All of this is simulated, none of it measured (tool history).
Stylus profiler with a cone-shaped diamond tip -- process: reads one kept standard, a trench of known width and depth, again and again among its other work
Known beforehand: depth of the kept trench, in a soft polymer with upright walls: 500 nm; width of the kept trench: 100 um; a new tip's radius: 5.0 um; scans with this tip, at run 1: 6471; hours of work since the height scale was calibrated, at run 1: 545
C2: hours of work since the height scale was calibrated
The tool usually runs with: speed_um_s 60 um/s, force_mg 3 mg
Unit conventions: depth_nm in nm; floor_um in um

run 1 day=0 | speed_um_s=60 force_mg=3 | scans_with_this_tip=6471 C2=545 | depth_nm=507.92 floor_um=95.29
run 2 day=0.967 | speed_um_s=60 force_mg=3 | scans_with_this_tip=6594 C2=555 | depth_nm=508.13 floor_um=95.36
run 3 day=1.658 | speed_um_s=165 force_mg=3 | scans_with_this_tip=6682 C2=562 | depth_nm=507.9 floor_um=94.78
run 4 day=3.179 | speed_um_s=165 force_mg=3 | scans_with_this_tip=6874 C2=579 | depth_nm=507.84 floor_um=94.83
run 5 day=4.267 | speed_um_s=60 force_mg=3 | scans_with_this_tip=7012 C2=590 | depth_nm=508.07 floor_um=95.28
run 6 day=5.421 | speed_um_s=60 force_mg=3 | scans_with_this_tip=7159 C2=602 | depth_nm=507.95 floor_um=95.3
run 7 day=6.962 | speed_um_s=106 force_mg=4.87 | scans_with_this_tip=7354 C2=619 | depth_nm=511.04 floor_um=95.17
run 8 day=7.683 | speed_um_s=106 force_mg=4.87 | scans_with_this_tip=7445 C2=627 | depth_nm=511.26 floor_um=95.2
run 9 day=9.254 | speed_um_s=60 force_mg=3.67 | scans_with_this_tip=7645 C2=643 | depth_nm=509.13 floor_um=95.36

Run 10 comes next. What will it give?
run 10 day=10.654 | speed_um_s=60 force_mg=1.17 | scans_with_this_tip=7822 C2=658 | depth_nm=? floor_um=?

depth_nm: 504.65 nm
floor_um: 95.13 um
Without the tool's hidden state the same run would have given depth_nm 504.64 nm, floor_um 95.14 um.
